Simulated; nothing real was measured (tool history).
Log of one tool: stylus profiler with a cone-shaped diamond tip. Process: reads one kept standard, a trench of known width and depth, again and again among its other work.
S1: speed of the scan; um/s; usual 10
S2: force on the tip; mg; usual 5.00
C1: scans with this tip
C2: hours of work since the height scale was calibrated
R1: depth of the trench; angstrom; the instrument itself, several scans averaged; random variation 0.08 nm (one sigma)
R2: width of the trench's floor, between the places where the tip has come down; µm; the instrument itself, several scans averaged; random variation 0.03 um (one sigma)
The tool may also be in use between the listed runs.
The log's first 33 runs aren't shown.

run    hour  S1     S2     C1    C2      R1     R2
 34  2867.0  10   4.77  14546  1137  5107.3  24.15
 35  2955.7  10   4.77  14814  1188  5108.4  24.04
 36  3012.3   3  14.87  14985  1221  5239.8  24.10
 37  3060.6  35   4.48  15132  1249  5103.3  24.03
 38  3123.8  35   4.48  15323  1285  5102.3  23.91
 39  3243.1  35   4.48  15684  1354  5099.7  23.87
 40  3328.2  35   4.48  15941  1403  5101.5  23.92
 41  3378.9  13   4.33  16095  1432  5099.2  23.97
 42  3479.8   6   5.12  16401  1490  5111.6  23.96
 43  3583.6  21   1.73  16715  1550  5048.0  23.82
 44  3649.6  15   5.00  16914  1588  5108.5  23.90
     3721.0  -- height scale calibrated on a step standard
 45  3744.3  10   3.92  17200    13  5101.2  23.89
 46  3812.6   3   4.25  17406    53  5106.5  23.89

4 ways to go on from here, each from the tool as it stands after run 46. What would each give?
  A  3869.5   3  10.01  17579  86   ?   ?
  B  3869.5   4   3.65  17579  86   ?   ?
  C  3869.5  12   4.84  17579  86   ?   ?
  D  3869.5   3   5.30  17579  86   ?   ?

run      R1     R2
  A  5189.5  23.87
  B  5096.0  23.84
  C  5115.9  23.87
  D  5122.3  23.88
Without the tool's hidden state the same runs would have given:
run      R1     R2
  A  5191.5  25.63
  B  5097.9  25.60
  C  5117.9  25.63
  D  5124.2  25.64

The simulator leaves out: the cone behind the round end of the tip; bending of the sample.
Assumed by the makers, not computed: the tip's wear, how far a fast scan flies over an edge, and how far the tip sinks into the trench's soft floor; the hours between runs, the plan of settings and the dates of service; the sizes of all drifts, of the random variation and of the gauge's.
